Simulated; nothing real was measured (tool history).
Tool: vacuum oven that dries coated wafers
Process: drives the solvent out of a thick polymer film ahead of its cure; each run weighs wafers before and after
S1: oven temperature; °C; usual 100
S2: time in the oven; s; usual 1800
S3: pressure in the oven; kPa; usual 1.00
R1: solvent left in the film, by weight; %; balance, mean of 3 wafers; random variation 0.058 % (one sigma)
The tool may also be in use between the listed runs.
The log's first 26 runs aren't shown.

{"run": 27, "day": 40.638, "S1": 111, "S2": 1800, "S3": 1.02, "R1": 0.86}
{"run": 28, "day": 41.858, "S1": 100, "S2": 1800, "S3": 0.7, "R1": 2.82}
{"run": 29, "day": 44.054, "S1": 100, "S2": 1020, "S3": 3.04, "R1": 5.84}
{"run": 30, "day": 45.162, "S1": 100, "S2": 1020, "S3": 3.04, "R1": 6.11}
{"run": 31, "day": 46.646, "S1": 100, "S2": 1020, "S3": 3.04, "R1": 5.84}
{"run": 32, "day": 48.592, "S1": 103, "S2": 2040, "S3": 1.35, "R1": 1.99}
{"run": 33, "day": 50.312, "S1": 90, "S2": 960, "S3": 1.35, "R1": 8.29}
{"run": 34, "day": 52.096, "S1": 90, "S2": 960, "S3": 1.35, "R1": 8.28}
{"run": 35, "day": 53.508, "S1": 100, "S2": 1260, "S3": 2.4, "R1": 4.83}
{"run": 36, "day": 55.454, "S1": 105, "S2": 1020, "S3": 0.51, "R1": 3.7}
{"run": 37, "day": 56.925, "S1": 107, "S2": 2340, "S3": 0.89, "R1": 0.83}
{"run": 38, "day": 57.888, "S1": 93, "S2": 2340, "S3": 0.89, "R1": 3.74}
{"run": 39, "day": 59.046, "S1": 89, "S2": 1020, "S3": 3.55, "R1": 9.25}
{"run": 40, "day": 60.383, "S1": 89, "S2": 1020, "S3": 3.55, "R1": 9.21}
{"run": 41, "day": 62.15, "S1": 89, "S2": 1020, "S3": 3.55, "R1": 9.14}
{"run": 42, "day": 63.117, "S1": 102, "S2": 1560, "S3": 1.09, "R1": 2.97}
{"run": 43, "day": 64.817, "S1": 112, "S2": 1560, "S3": 1.62, "R1": 1.24}

3 ways to go on from here, each from the tool as it stands after run 43. What would each give?
{"run": "A", "day": 66.533, "S1": 105, "S2": 1560, "S3": 1.62, "R1": "?"}
{"run": "B", "day": 66.533, "S1": 87, "S2": 2100, "S3": 3.79, "R1": "?"}
{"run": "C", "day": 66.533, "S1": 103, "S2": 1560, "S3": 1.62, "R1": "?"}

run=A R1=2.49
run=B R1=7.64
run=C R1=3.05
Without the tool's hidden state the same runs would have given:
run=A R1=2.48
run=B R1=7.63
run=C R1=3.03

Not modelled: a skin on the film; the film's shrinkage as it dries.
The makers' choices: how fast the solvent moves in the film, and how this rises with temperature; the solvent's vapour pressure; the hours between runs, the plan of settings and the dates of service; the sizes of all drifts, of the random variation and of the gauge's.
